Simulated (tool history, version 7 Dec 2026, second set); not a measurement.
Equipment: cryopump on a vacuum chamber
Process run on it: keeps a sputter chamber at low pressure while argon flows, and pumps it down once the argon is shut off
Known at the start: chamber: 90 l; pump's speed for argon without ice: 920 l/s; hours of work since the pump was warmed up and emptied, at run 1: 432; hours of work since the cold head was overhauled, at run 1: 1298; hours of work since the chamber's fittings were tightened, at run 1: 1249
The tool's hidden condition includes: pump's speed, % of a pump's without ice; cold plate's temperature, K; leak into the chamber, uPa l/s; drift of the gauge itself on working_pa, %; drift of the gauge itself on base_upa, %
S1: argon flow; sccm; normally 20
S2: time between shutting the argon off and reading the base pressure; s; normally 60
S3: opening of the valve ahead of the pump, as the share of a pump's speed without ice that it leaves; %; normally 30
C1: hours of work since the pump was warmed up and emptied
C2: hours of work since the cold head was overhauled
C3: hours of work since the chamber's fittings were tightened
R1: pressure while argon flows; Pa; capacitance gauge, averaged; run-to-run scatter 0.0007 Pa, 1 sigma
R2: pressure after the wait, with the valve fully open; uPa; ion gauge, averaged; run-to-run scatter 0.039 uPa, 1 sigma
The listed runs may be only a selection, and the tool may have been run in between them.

Run 1, day 0.000: usual settings; C1 432; C2 1298; C3 1249. Result: R1 0.1268 Pa, R2 3.55 uPa.
Run 2, day 1.208: usual settings; C1 452; C2 1318; C3 1269. Result: R1 0.1275 Pa, R2 3.54 uPa.
Run 3, day 2.717: usual settings but S2 22 s; C1 477; C2 1342; C3 1293. Result: R1 0.1283 Pa, R2 6.86 uPa.
Run 4, day 4.112: usual settings but S2 22 s; C1 499; C2 1365; C3 1316. Result: R1 0.1282 Pa, R2 6.83 uPa.
Run 5, day 5.888: usual settings but S2 22 s; C1 528; C2 1394; C3 1345. Result: R1 0.1267 Pa, R2 7.00 uPa.
Run 6, day 7.979: usual settings but S2 22 s; C1 563; C2 1428; C3 1379. Result: R1 0.1299 Pa, R2 7.15 uPa.
Run 7, day 9.588: usual settings but S2 103 s; C1 589; C2 1455; C3 1405. Result: R1 0.1293 Pa, R2 3.05 uPa.
Run 8, day 10.996: usual settings but S2 103 s; C1 612; C2 1478; C3 1428. Result: R1 0.1287 Pa, R2 3.02 uPa.
Run 9, day 12.471: usual settings; C1 636; C2 1502; C3 1453. Result: R1 0.1289 Pa, R2 3.82 uPa.
Run 10, day 13.838: usual settings; C1 658; C2 1524; C3 1475. Result: R1 0.1295 Pa, R2 3.87 uPa.
Run 11, day 15.521: usual settings; C1 686; C2 1552; C3 1502. Result: R1 0.1305 Pa, R2 3.89 uPa.
Run 12, day 16.812: usual settings; C1 707; C2 1573; C3 1524. Result: R1 0.1299 Pa, R2 3.93 uPa.
Run 13, day 18.258: usual settings; C1 730; C2 1596; C3 1547. Result: R1 0.1307 Pa, R2 3.95 uPa.
Run 14, day 19.896: usual settings; C1 757; C2 1623; C3 1574. Result: R1 0.1314 Pa, R2 4.15 uPa.
Run 15, day 21.321: usual settings; C1 781; C2 1646; C3 1597. Result: R1 0.1311 Pa, R2 3.95 uPa.
Run 16, day 22.238: usual settings; C1 796; C2 1661; C3 1612. Result: R1 0.1312 Pa, R2 4.08 uPa.
At day 23.200: leaking fittings of the chamber tightened, without venting.
Run 17, day 23.242: usual settings; C1 811; C2 1676; C3 1. Result: R1 0.1315 Pa, R2 2.38 uPa.
Run 18, day 24.604: usual settings; C1 833; C2 1699; C3 23. Result: R1 0.1309 Pa, R2 2.40 uPa.
At day 25.996: pump warmed up, emptied and cooled again.
Run 19, day 26.575: usual settings; C1 9; C2 1727; C3 52. Result: R1 0.1233 Pa, R2 2.25 uPa.
Run 20, day 27.762: usual settings; C1 29; C2 1747; C3 71. Result: R1 0.1226 Pa, R2 2.35 uPa.
Run 21, day 29.429: usual settings; C1 56; C2 1774; C3 98. Result: R1 0.1246 Pa, R2 2.33 uPa.
Run 22, day 31.258: usual settings but S2 30 s, S3 55 %; C1 86; C2 1804; C3 128. Result: R1 0.0681 Pa, R2 4.42 uPa.
Run 23, day 32.188: usual settings but S1 12 sccm, S3 15 %; C1 101; C2 1819; C3 143. Result: R1 0.1470 Pa, R2 2.42 uPa.
Run 24, day 34.254: usual settings but S1 12 sccm, S2 262 s, S3 15 %; C1 135; C2 1853; C3 177. Result: R1 0.1484 Pa, R2 1.02 uPa.
Run 25, day 35.583: usual settings but S2 117 s; C1 157; C2 1875; C3 199. Result: R1 0.1249 Pa, R2 1.56 uPa.
Run 26, day 36.512: usual settings but S2 117 s; C1 172; C2 1890; C3 214. Result: R1 0.1241 Pa, R2 1.58 uPa.

Run 27, settings as shown, results not yet in. Your forecast:
Run 27, day 38.433: usual settings but S1 38 sccm, S2 77 s, S3 38 %; C1 203; C2 1921; C3 245. Result: R1 ?, R2 ?.

R1: 0.1899 Pa
R2: 2.09 uPa
With the hidden condition absent and the run-to-run variation left alone, this run would have shown R1 0.1839 Pa, R2 1.78 uPa.
